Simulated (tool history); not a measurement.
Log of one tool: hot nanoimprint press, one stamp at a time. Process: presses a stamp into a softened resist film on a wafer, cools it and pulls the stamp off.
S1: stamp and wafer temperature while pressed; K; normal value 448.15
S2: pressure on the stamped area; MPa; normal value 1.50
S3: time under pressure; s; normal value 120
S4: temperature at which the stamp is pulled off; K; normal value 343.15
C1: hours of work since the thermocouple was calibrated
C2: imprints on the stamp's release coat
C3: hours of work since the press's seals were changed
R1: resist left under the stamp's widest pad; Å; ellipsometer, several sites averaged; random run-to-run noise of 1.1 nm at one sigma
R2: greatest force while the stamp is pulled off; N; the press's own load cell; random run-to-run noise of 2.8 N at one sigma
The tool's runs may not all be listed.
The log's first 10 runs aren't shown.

-- hour=99.1 plate thermocouple calibrated
run 11 hour=100.8 | S1=448.15 S2=1.50 S3=120 S4=339.15 | C1=1 C2=372 C3=226 | R1=1615 R2=153
run 12 hour=112.7 | S1=448.15 S2=2.11 S3=120 S4=343.15 | C1=8 C2=400 C3=233 | R1=1367 R2=140
run 13 hour=128.3 | S1=448.15 S2=1.50 S3=120 S4=343.15 | C1=18 C2=438 C3=243 | R1=1603 R2=138
run 14 hour=135.4 | S1=448.15 S2=1.50 S3=120 S4=343.15 | C1=22 C2=455 C3=247 | R1=1588 R2=142
run 15 hour=145.6 | S1=448.15 S2=1.50 S3=120 S4=343.15 | C1=28 C2=479 C3=253 | R1=1610 R2=143
run 16 hour=157.6 | S1=448.15 S2=1.50 S3=120 S4=343.15 | C1=36 C2=508 C3=261 | R1=1587 R2=144
run 17 hour=166.6 | S1=451.15 S2=1.50 S3=120 S4=343.15 | C1=41 C2=530 C3=266 | R1=1402 R2=145
-- hour=175.7 plate thermocouple calibrated, once more
run 18 hour=182.7 | S1=439.15 S2=1.50 S3=146 S4=343.15 | C1=4 C2=561 C3=274 | R1=2433 R2=150
run 19 hour=192.3 | S1=436.15 S2=1.50 S3=146 S4=343.15 | C1=10 C2=584 C3=280 | R1=2662 R2=151
run 20 hour=204.8 | S1=436.15 S2=1.36 S3=119 S4=343.15 | C1=18 C2=614 C3=287 | R1=2850 R2=161
-- hour=219.1 stamp cleaned and given a new release coat
run 21 hour=225.1 | S1=450.15 S2=1.59 S3=120 S4=330.15 | C1=26 C2=15 C3=296 | R1=1540 R2=162
run 22 hour=239.6 | S1=448.15 S2=1.40 S3=120 S4=339.15 | C1=35 C2=49 C3=305 | R1=1804 R2=143
run 23 hour=255.2 | S1=437.15 S2=1.66 S3=120 S4=337.15 | C1=45 C2=87 C3=314 | R1=2618 R2=141
run 24 hour=262.9 | S1=451.15 S2=1.50 S3=120 S4=343.15 | C1=49 C2=105 C3=319 | R1=1513 R2=129
run 25 hour=277.8 | S1=451.15 S2=1.50 S3=120 S4=343.15 | C1=58 C2=141 C3=328 | R1=1522 R2=134
run 26 hour=292.6 | S1=448.15 S2=0.93 S3=120 S4=343.15 | C1=67 C2=177 C3=337 | R1=2109 R2=134
run 27 hour=300.9 | S1=444.15 S2=1.17 S3=141 S4=340.15 | C1=72 C2=197 C3=342 | R1=2157 R2=146
run 28 hour=311.4 | S1=448.15 S2=1.14 S3=76 S4=345.15 | C1=79 C2=222 C3=348 | R1=2243 R2=132
run 29 hour=323.7 | S1=448.15 S2=1.14 S3=76 S4=345.15 | C1=86 C2=251 C3=356 | R1=2256 R2=134
run 30 hour=333.3 | S1=448.15 S2=1.14 S3=76 S4=345.15 | C1=92 C2=274 C3=362 | R1=2216 R2=131

Alternative continuations, all from the tool just after run 30; predict every row:
run A hour=345.8 | S1=448.15 S2=1.50 S3=119 S4=343.15 | C1=99 C2=304 C3=369 | R1=? R2=?
run B hour=345.8 | S1=442.15 S2=1.50 S3=75 S4=335.15 | C1=99 C2=304 C3=369 | R1=? R2=?
run C hour=345.8 | S1=448.15 S2=1.09 S3=120 S4=343.15 | C1=99 C2=304 C3=369 | R1=? R2=?

run=A R1=1759 R2=138
run=B R1=2519 R2=160
run=C R1=1971 R2=141
The same runs, with their run-to-run variation unchanged, on a tool lacking any hidden condition would have given:
run=A R1=1760 R2=126
run=B R1=2522 R2=147
run=C R1=1979 R2=130
